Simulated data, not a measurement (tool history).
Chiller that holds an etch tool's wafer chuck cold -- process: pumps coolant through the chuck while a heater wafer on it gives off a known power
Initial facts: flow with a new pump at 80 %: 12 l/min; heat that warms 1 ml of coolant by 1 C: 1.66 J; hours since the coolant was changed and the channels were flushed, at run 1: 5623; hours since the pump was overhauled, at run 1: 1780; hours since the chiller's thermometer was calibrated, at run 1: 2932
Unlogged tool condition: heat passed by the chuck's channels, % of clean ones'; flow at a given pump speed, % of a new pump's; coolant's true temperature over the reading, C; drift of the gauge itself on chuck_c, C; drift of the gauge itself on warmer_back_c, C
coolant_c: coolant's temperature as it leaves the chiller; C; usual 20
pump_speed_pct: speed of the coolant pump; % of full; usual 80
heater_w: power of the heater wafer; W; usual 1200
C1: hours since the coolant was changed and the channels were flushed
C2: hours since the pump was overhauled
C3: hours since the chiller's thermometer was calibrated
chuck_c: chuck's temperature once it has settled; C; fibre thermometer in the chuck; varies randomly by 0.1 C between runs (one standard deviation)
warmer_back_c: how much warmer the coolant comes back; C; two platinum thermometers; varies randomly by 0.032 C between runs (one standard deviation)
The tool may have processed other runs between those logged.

run 1 hour=0.0 | coolant_c=20 pump_speed_pct=80 heater_w=1200 | C1=5623 C2=1780 C3=2932 | chuck_c=30.2 warmer_back_c=3.70
run 2 hour=31.7 | coolant_c=20 pump_speed_pct=80 heater_w=1200 | C1=5655 C2=1812 C3=2964 | chuck_c=30.3 warmer_back_c=3.74
run 3 hour=65.3 | coolant_c=20 pump_speed_pct=80 heater_w=1200 | C1=5689 C2=1845 C3=2998 | chuck_c=30.3 warmer_back_c=3.74
run 4 hour=114.4 | coolant_c=20 pump_speed_pct=80 heater_w=737 | C1=5738 C2=1894 C3=3047 | chuck_c=26.6 warmer_back_c=2.35
run 5 hour=145.0 | coolant_c=20 pump_speed_pct=80 heater_w=737 | C1=5768 C2=1925 C3=3077 | chuck_c=26.5 warmer_back_c=2.31
run 6 hour=168.9 | coolant_c=20 pump_speed_pct=80 heater_w=737 | C1=5792 C2=1949 C3=3101 | chuck_c=26.6 warmer_back_c=2.29
run 7 hour=217.3 | coolant_c=20 pump_speed_pct=80 heater_w=737 | C1=5841 C2=1997 C3=3150 | chuck_c=26.5 warmer_back_c=2.30
run 8 hour=267.4 | coolant_c=17 pump_speed_pct=80 heater_w=737 | C1=5891 C2=2047 C3=3200 | chuck_c=23.6 warmer_back_c=2.36
run 9 hour=296.3 | coolant_c=20 pump_speed_pct=75 heater_w=1200 | C1=5920 C2=2076 C3=3229 | chuck_c=31.0 warmer_back_c=4.07
run 10 hour=325.0 | coolant_c=20 pump_speed_pct=75 heater_w=1200 | C1=5948 C2=2105 C3=3257 | chuck_c=30.9 warmer_back_c=4.06
run 11 hour=351.1 | coolant_c=20 pump_speed_pct=80 heater_w=1676 | C1=5975 C2=2131 C3=3283 | chuck_c=34.2 warmer_back_c=5.25
run 12 hour=389.0 | coolant_c=20 pump_speed_pct=75 heater_w=706 | C1=6012 C2=2169 C3=3321 | chuck_c=26.6 warmer_back_c=2.39
run 13 hour=428.4 | coolant_c=28 pump_speed_pct=85 heater_w=706 | C1=6052 C2=2208 C3=3361 | chuck_c=34.0 warmer_back_c=2.07
run 14 hour=467.1 | coolant_c=20 pump_speed_pct=80 heater_w=1642 | C1=6091 C2=2247 C3=3399 | chuck_c=34.1 warmer_back_c=5.16
run 15 hour=490.4 | coolant_c=20 pump_speed_pct=80 heater_w=1200 | C1=6114 C2=2270 C3=3423 | chuck_c=30.5 warmer_back_c=3.77
run 16 hour=518.5 | coolant_c=15 pump_speed_pct=60 heater_w=1200 | C1=6142 C2=2298 C3=3451 | chuck_c=27.9 warmer_back_c=5.16
run 17 hour=542.2 | coolant_c=15 pump_speed_pct=67 heater_w=1200 | C1=6166 C2=2322 C3=3474 | chuck_c=27.0 warmer_back_c=4.59
run 18 hour=572.4 | coolant_c=20 pump_speed_pct=91 heater_w=1158 | C1=6196 C2=2352 C3=3505 | chuck_c=29.1 warmer_back_c=3.23
run 19 hour=605.6 | coolant_c=20 pump_speed_pct=85 heater_w=1731 | C1=6229 C2=2386 C3=3538 | chuck_c=34.2 warmer_back_c=5.10
run 20 hour=636.0 | coolant_c=27 pump_speed_pct=64 heater_w=1634 | C1=6260 C2=2416 C3=3568 | chuck_c=43.7 warmer_back_c=6.58
run 21 hour=680.5 | coolant_c=14 pump_speed_pct=80 heater_w=825 | C1=6304 C2=2460 C3=3613 | chuck_c=21.5 warmer_back_c=2.61

Branching from run 21: 3 alternative next runs. What would each branch give?
run A hour=708.7 | coolant_c=20 pump_speed_pct=72 heater_w=717 | C1=6332 C2=2489 C3=3641 | chuck_c=? warmer_back_c=?
run B hour=708.7 | coolant_c=24 pump_speed_pct=86 heater_w=891 | C1=6332 C2=2489 C3=3641 | chuck_c=? warmer_back_c=?
run C hour=708.7 | coolant_c=20 pump_speed_pct=80 heater_w=1200 | C1=6332 C2=2489 C3=3641 | chuck_c=? warmer_back_c=?

run=A chuck_c=27.1 warmer_back_c=2.52
run=B chuck_c=31.8 warmer_back_c=2.58
run=C chuck_c=30.7 warmer_back_c=3.83
With no hidden state in the tool, these same runs would have given:
run=A chuck_c=25.6 warmer_back_c=2.39
run=B chuck_c=30.2 warmer_back_c=2.45
run=C chuck_c=28.9 warmer_back_c=3.63
